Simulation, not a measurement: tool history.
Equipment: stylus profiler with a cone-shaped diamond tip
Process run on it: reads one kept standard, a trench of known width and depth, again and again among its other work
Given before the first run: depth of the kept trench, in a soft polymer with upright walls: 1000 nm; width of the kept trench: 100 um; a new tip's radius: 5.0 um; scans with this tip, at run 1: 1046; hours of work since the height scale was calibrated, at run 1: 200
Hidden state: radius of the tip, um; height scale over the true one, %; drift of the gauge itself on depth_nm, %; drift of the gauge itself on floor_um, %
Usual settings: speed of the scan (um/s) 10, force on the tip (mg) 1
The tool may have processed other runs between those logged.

run    hour  speed of the scan (um/s)  force on the tip (mg)  scans with this tip  hours of work since the height scale was calibrated  depth of the trench (Å)  width of the trench's floor (um)
  1       0                        10                      1                 1046                                                  200                  10079.4                             93.34
  2    67.1                         2                      1                 1292                                                  248                    10083                             93.31
  3   139.4                         2                      1                 1557                                                  298                  10082.6                              93.2
  4   175.7                         2                      1                 1690                                                  324                  10089.4                             93.16
  5   252.3                        10                      1                 1971                                                  378                  10083.8                             92.96
  6   321.4                        10                      1                 2224                                                  426                  10093.6                             92.89
  7   375.2                        10                      1                 2421                                                  464                  10093.6                             92.82
  8   410.5                        10                      1                 2551                                                  489                    10095                             92.72
  9   481.7                        10                      1                 2811                                                  539                  10095.7                             92.66
 10   521.2                        10                      1                 2956                                                  567                    10097                             92.61
 11   568.5                        10                      1                 3130                                                  600                  10102.3                             92.51
 12   641.1                        10                      1                 3396                                                  651                  10105.5                             92.41
 13   676.6                        10                      1                 3526                                                  676                  10105.6                              92.4
 14     750                        10                      1                 3795                                                  728                  10105.4                             92.29
 15   824.2                        10                      1                 4067                                                  780                  10112.5                              92.2
 16   878.4                        10                      1                 4266                                                  818                  10108.9                             92.09
 17   950.1                        10                      1                 4529                                                  868                  10113.4                             92.01
 18   994.6                        10                      1                 4692                                                  900                  10112.1                             91.94
 19  1061.2                         6                      1                 4936                                                  947                  10118.5                             91.93
 20  1106.9                         6                      1                 5104                                                  979                  10121.2                             91.86
 21  1174.9                         6                      1                 5353                                                 1027                  10125.2                             91.79
 22  1247.6                         6                      1                 5619                                                 1078                  10127.5                             91.66
 23  1300.1                        10                   2.91                 5812                                                 1115                  10206.6                             91.61
 24  1377.6                         2                   0.63                 6096                                                 1169                  10106.2                             91.53
 25  1421.8                        29                   0.47                 6258                                                 1200                  10102.1                              91.1
 26  1458.3                         4                   0.71                 6392                                                 1226                  10116.3                             91.41
     1530.5  -- height scale calibrated on a step standard
 27  1530.5                         4                   0.71                 6655                                                    0                    10055                             91.34
 28    1605                        16                   0.41                 6928                                                   52                  10037.9                             91.08
 29  1674.9                        22                   1.88                 7184                                                  102                  10121.1                             91.05
 30    1721                        10                   1.32                 7353                                                  134                  10090.1                             91.09
 31  1786.5                        21                    0.4                 7593                                                  180                  10044.9                             90.83
 32  1858.5                        15                    0.4                 7857                                                  231                  10046.5                             90.78
 33  1890.2                        15                    0.4                 7974                                                  253                  10045.6                             90.73
 34  1930.9                        15                    0.4                 8123                                                  282                  10051.7                              90.7
 35  1994.7                         2                   2.88                 8357                                                  326                  10167.4                             90.88
 36  2072.4                        16                   1.26                 8642                                                  381                  10100.4                             90.68
 37  2119.7                        11                      1                 8815                                                  414                  10087.3                             90.59
 38  2193.8                        39                   0.62                 9087                                                  466                  10072.8                             90.17
 39  2269.3                         7                    0.9                 9363                                                  519                  10090.6                             90.46
 40  2329.6                        10                   1.73                 9585                                                  562                  10132.1                             90.46
 41  2396.9                        10                   0.85                 9831                                                  609                  10089.6                             90.28
 42  2470.9                        10                   2.99                10103                                                  661                  10186.1                             90.31
 43    2528                        19                   0.66                10312                                                  701                    10085                             90.08
 44  2587.9                        19                   0.66                10532                                                  743                  10090.4                             89.95
 45  2625.4                        19                   0.66                10669                                                  770                    10088                             90.01
 46  2681.3                         4                   1.87                10874                                                  809                  10148.5                             90.12

Pick out some run-to-run changes in depth of the trench (Å). Of each, how much would a tool without hidden state show as well, from the settings, what came in and chance, and how much is left for the hidden state and any gauge scatter not in both results compared?
Run 4 -> 5: speed of the scan (um/s) 2 -> 10. depth of the trench (Å) -5.6: hidden state +3, all else -8.6.
Run 21 -> 22: no setting changed, nothing entered. depth of the trench (Å) +2.3: hidden state +2.9, all else -0.6.
Run 23 -> 24: speed of the scan (um/s) 10 -> 2, force on the tip (mg) 2.91 -> 0.63. depth of the trench (Å) -100.4: hidden state +2.4, all else -102.8.
Run 26 -> 27: height scale calibrated on a step standard. depth of the trench (Å) -61.3: hidden state -64.2, all else +2.9.
Run 34 -> 35: speed of the scan (um/s) 15 -> 2, force on the tip (mg) 0.4 -> 2.88. depth of the trench (Å) +115.7: hidden state +2.4, all else +113.3.
Run 42 -> 43: speed of the scan (um/s) 10 -> 19, force on the tip (mg) 2.99 -> 0.66. depth of the trench (Å) -101.1: hidden state +1.7, all else -102.8.

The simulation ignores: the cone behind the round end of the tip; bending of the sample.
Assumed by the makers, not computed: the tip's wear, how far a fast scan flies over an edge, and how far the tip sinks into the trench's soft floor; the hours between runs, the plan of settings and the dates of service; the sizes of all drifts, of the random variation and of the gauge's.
